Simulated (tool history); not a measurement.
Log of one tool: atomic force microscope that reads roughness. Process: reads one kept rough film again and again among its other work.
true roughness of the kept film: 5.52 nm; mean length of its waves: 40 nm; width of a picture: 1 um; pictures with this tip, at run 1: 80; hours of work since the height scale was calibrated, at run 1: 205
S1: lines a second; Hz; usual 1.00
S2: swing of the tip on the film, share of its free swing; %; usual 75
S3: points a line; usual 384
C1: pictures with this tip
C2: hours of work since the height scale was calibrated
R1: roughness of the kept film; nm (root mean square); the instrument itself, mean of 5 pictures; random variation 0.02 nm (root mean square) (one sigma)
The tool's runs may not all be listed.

run 1 day=0.000 | S1=1.00 S2=75 S3=384 | C1=80 C2=205 | R1=4.673
run 2 day=0.812 | S1=1.00 S2=75 S3=384 | C1=94 C2=213 | R1=4.652
run 3 day=1.362 | S1=2.77 S2=75 S3=384 | C1=103 C2=219 | R1=4.212
run 4 day=2.250 | S1=1.00 S2=57 S3=384 | C1=119 C2=228 | R1=4.732
run 5 day=3.362 | S1=1.00 S2=57 S3=384 | C1=138 C2=239 | R1=4.715
run 6 day=4.225 | S1=1.00 S2=57 S3=384 | C1=153 C2=248 | R1=4.615
run 7 day=5.092 | S1=1.00 S2=57 S3=384 | C1=168 C2=257 | R1=4.606
run 8 day=6.254 | S1=1.00 S2=57 S3=384 | C1=188 C2=269 | R1=4.575
run 9 day=7.562 | S1=1.00 S2=57 S3=384 | C1=210 C2=282 | R1=4.523
run 10 day=8.804 | S1=1.00 S2=75 S3=666 | C1=232 C2=295 | R1=4.360
run 11 day=9.496 | S1=1.00 S2=75 S3=666 | C1=244 C2=302 | R1=4.319
run 12 day=10.429 | S1=1.00 S2=75 S3=666 | C1=260 C2=311 | R1=4.301
run 13 day=11.412 | S1=1.00 S2=75 S3=666 | C1=277 C2=321 | R1=4.275
run 14 day=12.617 | S1=2.99 S2=58 S3=336 | C1=297 C2=334 | R1=4.192
run 15 day=13.229 | S1=2.99 S2=58 S3=336 | C1=308 C2=340 | R1=4.187
run 16 day=14.400 | S1=0.59 S2=88 S3=683 | C1=328 C2=352 | R1=4.138
-- day=15.650 new tip fitted
run 17 day=15.650 | S1=0.97 S2=62 S3=899 | C1=0 C2=364 | R1=5.012
run 18 day=16.733 | S1=3.94 S2=79 S3=980 | C1=19 C2=375 | R1=4.020
run 19 day=17.446 | S1=1.00 S2=89 S3=384 | C1=31 C2=383 | R1=4.563
run 20 day=18.638 | S1=1.00 S2=89 S3=384 | C1=52 C2=395 | R1=4.511
run 21 day=19.538 | S1=1.00 S2=75 S3=886 | C1=67 C2=404 | R1=4.704
run 22 day=20.604 | S1=1.00 S2=75 S3=886 | C1=86 C2=415 | R1=4.688

Hidden state at the last listed run before each entry between runs and at the first one after, where it differs:
Between runs 16 and 17: new tip fitted (day 15.650)
  radius of the tip, nm: 18.2 -> 5.3
  measured less the result without the state, R1: -0.703 -> -0.023 nm (root mean square)
